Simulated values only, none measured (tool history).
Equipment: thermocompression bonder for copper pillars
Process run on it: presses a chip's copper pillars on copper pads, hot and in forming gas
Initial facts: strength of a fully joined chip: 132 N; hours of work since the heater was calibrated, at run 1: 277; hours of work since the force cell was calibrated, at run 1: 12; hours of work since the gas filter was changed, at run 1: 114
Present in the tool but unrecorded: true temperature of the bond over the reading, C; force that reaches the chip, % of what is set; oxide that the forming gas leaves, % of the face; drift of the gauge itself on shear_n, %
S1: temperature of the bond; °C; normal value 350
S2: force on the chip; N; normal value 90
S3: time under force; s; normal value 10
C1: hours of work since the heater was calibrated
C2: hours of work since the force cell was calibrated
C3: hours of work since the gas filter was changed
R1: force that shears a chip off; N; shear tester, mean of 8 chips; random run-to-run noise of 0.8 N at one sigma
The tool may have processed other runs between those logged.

run	hour	S1	S2	S3	C1	C2	C3	R1
1	0.0	350	90	10	277	12	114	58.4
2	9.5	350	90	10	285	19	121	59.5
3	20.2	350	90	10	293	28	130	59.7
4	25.0	350	90	10	297	32	134	58.2
5	33.3	357	90	10	304	38	140	61.4
6	43.7	357	90	10	312	46	148	61.4
7	52.6	357	90	10	319	53	155	61.9
8	58.9	357	90	10	324	58	160	61.6
9	66.2	350	97	10	329	64	166	61.6
10	73.8	350	97	10	335	70	172	62.2
11	83.1	350	90	27	343	78	179	81.6
12	89.5	350	102	10	348	83	185	63.8
13	99.2	350	102	10	356	90	192	63.2
14	104.2	350	102	10	360	94	196	64.1
15	111.7	324	90	6	365	100	202	38.3
16	118.6	339	99	12	371	106	207	59.4
17	126.6	366	78	6	377	112	214	47.5
18	133.7	350	90	10	383	118	219	57.1
19	139.4	366	62	10	387	122	224	46.4
20	145.9	366	62	10	392	127	229	46.1
21	154.4	350	65	10	399	134	236	41.8
22	160.0	334	122	10	404	138	240	65.5
23	164.9	334	55	9	407	142	244	30.5
24	173.7	334	55	9	414	149	251	29.9
25	184.0	334	55	9	422	157	259	30.5
26	194.1	374	70	9	430	165	267	51.4
27	203.1	362	135	19	438	172	274	95.0

Forecast each of these 3 alternatives for the next run:
A	213.9	362	135	22	446	181	283	?
B	213.9	371	66	24	446	181	283	?
C	213.9	350	99	10	446	181	283	?

run	R1
A	99.1
B	68.1
C	59.0
With the hidden condition removed and each run's random variation left untouched, the same runs would have given:
run	R1
A	108.9
B	75.9
C	66.1

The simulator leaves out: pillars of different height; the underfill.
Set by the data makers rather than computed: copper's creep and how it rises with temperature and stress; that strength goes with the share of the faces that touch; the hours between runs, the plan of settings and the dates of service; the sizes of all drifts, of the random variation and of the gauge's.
